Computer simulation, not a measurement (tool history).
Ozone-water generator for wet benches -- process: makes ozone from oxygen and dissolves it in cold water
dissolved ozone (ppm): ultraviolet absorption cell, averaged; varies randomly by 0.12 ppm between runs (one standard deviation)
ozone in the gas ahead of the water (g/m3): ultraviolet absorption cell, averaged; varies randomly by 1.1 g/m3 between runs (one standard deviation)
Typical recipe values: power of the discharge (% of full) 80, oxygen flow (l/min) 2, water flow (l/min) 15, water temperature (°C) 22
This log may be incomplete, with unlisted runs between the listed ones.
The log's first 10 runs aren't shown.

run,hour,power of the discharge (% of full),oxygen flow (l/min),water flow (l/min),water temperature (°C),dissolved ozone (ppm),ozone in the gas ahead of the water (g/m3)
11,256.8,80,2,15,22,11.4,187.5
12,283.9,80,2,18,22,9.7,188.8
13,312,80,2,18,22,9.5,189
14,329.5,83,2,18,22,10,195.4
15,364.1,83,2,18,22,9.8,194.3
16,390.9,45,2,15,22,7,113.7
17,413.1,80,1.01,15,17,9.2,247
18,433.3,80,1.01,15,17,9.3,249.1
19,456.4,80,3.22,15,18,13.4,155.7
20,488.9,80,3.22,15,18,13.4,156.1
21,520.7,73,2,12,19,13.5,173.7
22,536.2,96,1.39,12,22,14.9,258.1
# hour 552.6: water thermometer calibrated
23,559.1,96,1.39,12,22,14.9,256
24,581.8,96,1.39,12,22,15,255.7
25,602.2,96,1.39,12,22,14.9,253.5
26,627.9,80,2,16,22,10.7,188
27,661.1,80,2,16,22,10.6,187.7
28,683.2,48,2,11,23,9.6,120.7
29,702.6,80,1.02,14,22,9.8,245.9
30,728.8,80,1.02,14,22,9.7,245.1
31,745.6,80,1.86,16,20,10.6,195.1
32,773.7,80,1.86,16,20,10.7,195.1

Here are 3 independent what-if runs from the current tool condition. What would each one return?
A,789.1,80,2,15,22,?,?
B,789.1,80,1.16,21,20,?,?
C,789.1,80,1.86,12,20,?,?

run,dissolved ozone (ppm),ozone in the gas ahead of the water (g/m3)
A,11.2,186.9
B,6.6,234
C,14.1,192.5
With the hidden condition removed and each run's random variation left untouched, the same runs would have given:
run,dissolved ozone (ppm),ozone in the gas ahead of the water (g/m3)
A,11.9,192.7
B,7.1,241.3
C,15,198.5
